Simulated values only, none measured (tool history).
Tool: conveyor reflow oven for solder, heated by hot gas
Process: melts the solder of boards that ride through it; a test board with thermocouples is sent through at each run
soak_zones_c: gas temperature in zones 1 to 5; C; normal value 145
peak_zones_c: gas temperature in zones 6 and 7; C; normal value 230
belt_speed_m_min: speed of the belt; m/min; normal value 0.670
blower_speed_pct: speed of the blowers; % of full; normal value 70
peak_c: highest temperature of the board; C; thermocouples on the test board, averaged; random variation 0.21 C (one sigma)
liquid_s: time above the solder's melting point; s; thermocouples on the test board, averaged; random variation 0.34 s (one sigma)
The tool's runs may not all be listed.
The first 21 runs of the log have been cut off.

run 22 day=17.800 | soak_zones_c=145 peak_zones_c=219 belt_speed_m_min=0.707 blower_speed_pct=82 | peak_c=205.7 liquid_s=38.6
run 23 day=18.762 | soak_zones_c=145 peak_zones_c=219 belt_speed_m_min=0.707 blower_speed_pct=82 | peak_c=205.7 liquid_s=38.4
run 24 day=19.438 | soak_zones_c=145 peak_zones_c=219 belt_speed_m_min=0.707 blower_speed_pct=82 | peak_c=205.8 liquid_s=38.6
run 25 day=20.338 | soak_zones_c=145 peak_zones_c=219 belt_speed_m_min=0.707 blower_speed_pct=58 | peak_c=197.9 liquid_s=28.0
-- day=20.992 flux residue cleaned out of gas plates and filters
run 26 day=21.825 | soak_zones_c=151 peak_zones_c=222 belt_speed_m_min=0.655 blower_speed_pct=70 | peak_c=208.1 liquid_s=45.7
run 27 day=22.412 | soak_zones_c=151 peak_zones_c=222 belt_speed_m_min=0.655 blower_speed_pct=70 | peak_c=208.7 liquid_s=46.0
run 28 day=23.704 | soak_zones_c=145 peak_zones_c=237 belt_speed_m_min=0.670 blower_speed_pct=64 | peak_c=216.8 liquid_s=48.0
run 29 day=24.342 | soak_zones_c=145 peak_zones_c=229 belt_speed_m_min=0.749 blower_speed_pct=75 | peak_c=210.8 liquid_s=38.7
run 30 day=24.983 | soak_zones_c=154 peak_zones_c=236 belt_speed_m_min=0.656 blower_speed_pct=53 | peak_c=213.7 liquid_s=49.7

Estimate the outcome of run 31 from the log above:
run 31 day=25.950 | soak_zones_c=145 peak_zones_c=239 belt_speed_m_min=0.656 blower_speed_pct=53 | peak_c=? liquid_s=?

Run 31 came out at peak_c 213.9 C, liquid_s 45.8 s.
Take away the tool's hidden state, keep the run-to-run variation as it was, and the same run would have given peak_c 213.8 C, liquid_s 45.7 s.

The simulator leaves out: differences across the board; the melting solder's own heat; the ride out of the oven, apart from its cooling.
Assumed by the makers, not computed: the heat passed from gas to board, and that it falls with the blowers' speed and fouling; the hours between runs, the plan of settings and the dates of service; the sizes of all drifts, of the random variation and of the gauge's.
